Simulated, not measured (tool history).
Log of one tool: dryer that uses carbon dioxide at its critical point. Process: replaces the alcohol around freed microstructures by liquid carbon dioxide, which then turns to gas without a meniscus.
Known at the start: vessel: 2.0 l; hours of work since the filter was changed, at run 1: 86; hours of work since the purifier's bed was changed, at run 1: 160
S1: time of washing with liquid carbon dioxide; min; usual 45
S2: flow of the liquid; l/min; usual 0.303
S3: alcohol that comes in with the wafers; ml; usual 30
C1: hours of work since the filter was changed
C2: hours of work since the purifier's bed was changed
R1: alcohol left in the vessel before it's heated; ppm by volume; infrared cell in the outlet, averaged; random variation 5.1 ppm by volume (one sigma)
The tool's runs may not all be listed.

run 1 day=0 | S1=45 S2=0.303 S3=30 | C1=86 C2=160 | R1=110
run 2 day=0.842 | S1=45 S2=0.303 S3=30 | C1=97 C2=171 | R1=118
run 3 day=1.5 | S1=45 S2=0.303 S3=27 | C1=106 C2=179 | R1=118
run 4 day=2.508 | S1=45 S2=0.303 S3=71 | C1=118 C2=192 | R1=255
run 5 day=3.242 | S1=54 S2=0.303 S3=71 | C1=128 C2=201 | R1=118
run 6 day=3.988 | S1=54 S2=0.303 S3=71 | C1=137 C2=211 | R1=130
run 7 day=5.312 | S1=45 S2=0.222 S3=30 | C1=154 C2=228 | R1=442
run 8 day=6.229 | S1=51 S2=0.303 S3=30 | C1=166 C2=239 | R1=99
run 9 day=7.608 | S1=51 S2=0.303 S3=30 | C1=184 C2=257 | R1=111
-- day=9.254 inlet filter changed
run 10 day=9.254 | S1=51 S2=0.271 S3=30 | C1=0 C2=278 | R1=103
run 11 day=10.262 | S1=51 S2=0.271 S3=30 | C1=13 C2=290 | R1=102
run 12 day=11.671 | S1=28 S2=0.303 S3=86 | C1=31 C2=308 | R1=1561
run 13 day=13.242 | S1=28 S2=0.212 S3=116 | C1=51 C2=328 | R1=5615
run 14 day=14.488 | S1=35 S2=0.277 S3=21 | C1=67 C2=344 | R1=301
run 15 day=16.033 | S1=35 S2=0.277 S3=21 | C1=87 C2=364 | R1=324

Forecast each of these 3 alternatives for the next run:
run A day=17.188 | S1=35 S2=0.277 S3=41 | C1=101 C2=379 | R1=?
run B day=17.188 | S1=62 S2=0.303 S3=23 | C1=101 C2=379 | R1=?
run C day=17.188 | S1=45 S2=0.357 S3=52 | C1=101 C2=379 | R1=?

run=A R1=609
run=B R1=76
run=C R1=132
Without the tool's hidden state the same runs would have given:
run=A R1=397
run=B R1=11
run=C R1=44

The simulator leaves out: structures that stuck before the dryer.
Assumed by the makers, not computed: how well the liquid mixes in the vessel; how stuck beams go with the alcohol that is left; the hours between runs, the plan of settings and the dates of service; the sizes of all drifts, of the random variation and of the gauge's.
